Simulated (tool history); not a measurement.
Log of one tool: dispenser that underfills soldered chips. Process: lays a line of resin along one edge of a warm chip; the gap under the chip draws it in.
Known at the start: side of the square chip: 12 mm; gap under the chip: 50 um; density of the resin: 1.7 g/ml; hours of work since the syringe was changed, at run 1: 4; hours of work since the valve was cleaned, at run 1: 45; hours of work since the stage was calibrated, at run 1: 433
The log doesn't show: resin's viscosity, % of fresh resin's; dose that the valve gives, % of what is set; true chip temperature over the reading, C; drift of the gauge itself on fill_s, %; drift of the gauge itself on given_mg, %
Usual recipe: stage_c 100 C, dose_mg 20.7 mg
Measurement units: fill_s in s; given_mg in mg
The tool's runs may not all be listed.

run   hour  stage_c  dose_mg  hours of work since the syringe was changed  hours of work since the valve was cleaned  hours of work since the stage was calibrated  fill_s  given_mg
  1      0      100     20.7                                            4                                         45                                           433   133.9     20.35
       3.1  -- new syringe of resin
      13.3  -- new syringe of resin
  2     14      100     20.7                                            1                                         54                                           442   109.7     20.24
      23.6  -- new syringe of resin
  3   29.8      100     18.2                                            4                                         64                                           453   139.7      17.8
      32.6  -- new syringe of resin
  4   40.6      100     20.7                                            5                                         71                                           459   148.1     20.14
      41.8  -- new syringe of resin
      51.6  -- new syringe of resin
  5   55.8      100     20.7                                            3                                         81                                           469   131.9     19.99
      61.1  -- new syringe of resin
  6   66.4      100     20.7                                            3                                         88                                           476   133.5     20.01
      70.5  -- new syringe of resin
  7   78.9      100     26.1                                            6                                         96                                           484   140.4     25.14
      80.5  -- new syringe of resin
      89.6  -- new syringe of resin
  8   89.6      100     26.1                                            0                                        103                                           491   107.8     25.12
      98.8  -- new syringe of resin
  9  100.3      100     20.7                                            1                                        109                                           498   114.5     19.88
     103.8  -- dispensing valve cleaned and set on the balance
     109.1  -- new syringe of resin
 10  109.5      100     20.7                                            0                                          4                                           503   113.1     20.61
     118.2  -- new syringe of resin
 11  123.1      100     20.7                                            3                                         12                                           512   128.5     20.57
     127.8  -- new syringe of resin
 12    135       93     20.7                                            5                                         20                                           519   189.9     20.51
     137.2  -- new syringe of resin
     146.6  -- new syringe of resin
 13  149.8      100     22.2                                            2                                         29                                           529   124.2     21.92
     156.7  -- new syringe of resin
 14  157.5      100     22.2                                            1                                         34                                           533   111.6     21.77
     166.6  -- new syringe of resin
 15  174.2      100     22.2                                            5                                         45                                           544     148     21.79
     175.6  -- new syringe of resin
     185.5  -- new syringe of resin
 16  189.5      102     25.7                                            3                                         55                                           554   121.5     25.02
     194.7  -- new syringe of resin
 17  202.4      102     25.7                                            5                                         63                                           562   134.4     25.06
     204.1  -- new syringe of resin
     213.2  -- new syringe of resin
 18  213.2       97     20.6                                            0                                         70                                           569   127.9     20.04
     222.5  -- new syringe of resin
 19  225.6       97     20.6                                            2                                         78                                           577   146.4     19.93
     232.7  -- new syringe of resin
     242.8  -- new syringe of resin
 20    243      100       21                                            0                                         89                                           588   113.2     20.22
     251.8  -- new syringe of resin
 21  258.2      100       21                                            4                                         99                                           598   143.8     20.14
       261  -- new syringe of resin
 22  265.6      113     17.9                                            3                                        104                                           603    83.2     17.22
     270.1  -- new syringe of resin
 23  275.4      113     17.9                                            4                                        110                                           609    84.9     17.08
     278.4  -- dispensing valve cleaned and set on the balance
     280.7  -- new syringe of resin
     290.5  -- new syringe of resin
 24  292.6       96     26.2                                            1                                          9                                           619   144.4     25.93
     299.6  -- new syringe of resin
 25  305.8       86     22.7                                            4                                         18                                           628   263.5     22.43

Here are 3 independent what-if runs from the current tool condition. What would each one return?
     308.9  -- new syringe of resin
  A  315.7      100     21.4                                            4                                         24                                           634       ?         ?
     308.9  -- new syringe of resin
  B  315.7       86     18.4                                            4                                         24                                           634       ?         ?
     308.9  -- new syringe of resin
  C  315.7      112     25.7                                            4                                         24                                           634       ?         ?

run  fill_s  given_mg
  A   144.7     21.09
  B     269     18.25
  C    89.2     25.41
Without the tool's unlogged condition, the same runs would have read:
run  fill_s  given_mg
  A    91.4     21.35
  B   167.3     18.47
  C    57.4     25.71
